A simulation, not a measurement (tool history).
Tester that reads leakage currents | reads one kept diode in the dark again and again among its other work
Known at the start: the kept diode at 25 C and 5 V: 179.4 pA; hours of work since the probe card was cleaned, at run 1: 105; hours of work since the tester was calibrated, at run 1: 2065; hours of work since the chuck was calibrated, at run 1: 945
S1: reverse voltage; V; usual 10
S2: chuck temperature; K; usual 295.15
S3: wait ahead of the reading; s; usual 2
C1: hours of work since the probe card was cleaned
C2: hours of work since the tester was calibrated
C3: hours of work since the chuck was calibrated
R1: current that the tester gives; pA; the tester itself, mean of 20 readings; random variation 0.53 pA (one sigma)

run	hour	S1	S2	S3	C1	C2	C3	R1
1	0	10	295.15	2	105	2065	945	197.66
# hour 219.8: tester calibrated
2	271.3	10	295.15	2	305	38	1145	199.59
3	443.4	10	295.15	2	433	166	1273	202.91
4	616.9	10	295.15	2	562	295	1402	206.53
5	739.9	10	295.15	2	654	387	1494	208.35
6	968.4	1.2	295.15	1.33	823	557	1664	91.49
# hour 1009.1: chuck's temperature calibrated
7	1205.2	1.2	295.15	1.33	998	732	146	79.51
8	1372	1.1	309.15	2	1122	856	270	292.5
9	1516.5	4.6	327.15	2	1230	963	377	2431.45
10	1797.4	10	318.15	1.28	1439	1172	586	1594.62

Forecast each of these 5 alternatives for the next run:
A	1951	10	322.15	2	1553	1286	701	?
B	1951	12.9	318.15	1.28	1553	1286	701	?
C	1951	1.3	295.15	2	1553	1286	701	?
D	1951	8	302.15	1.28	1553	1286	701	?
E	1951	12	295.15	2	1553	1286	701	?

run	R1
A	2266.18
B	1788.11
C	88.03
D	354.8
E	213.84
Without the tool's hidden state the same runs would have given:
run	R1
A	2069.43
B	1628.23
C	78.92
D	318.74
E	189.3
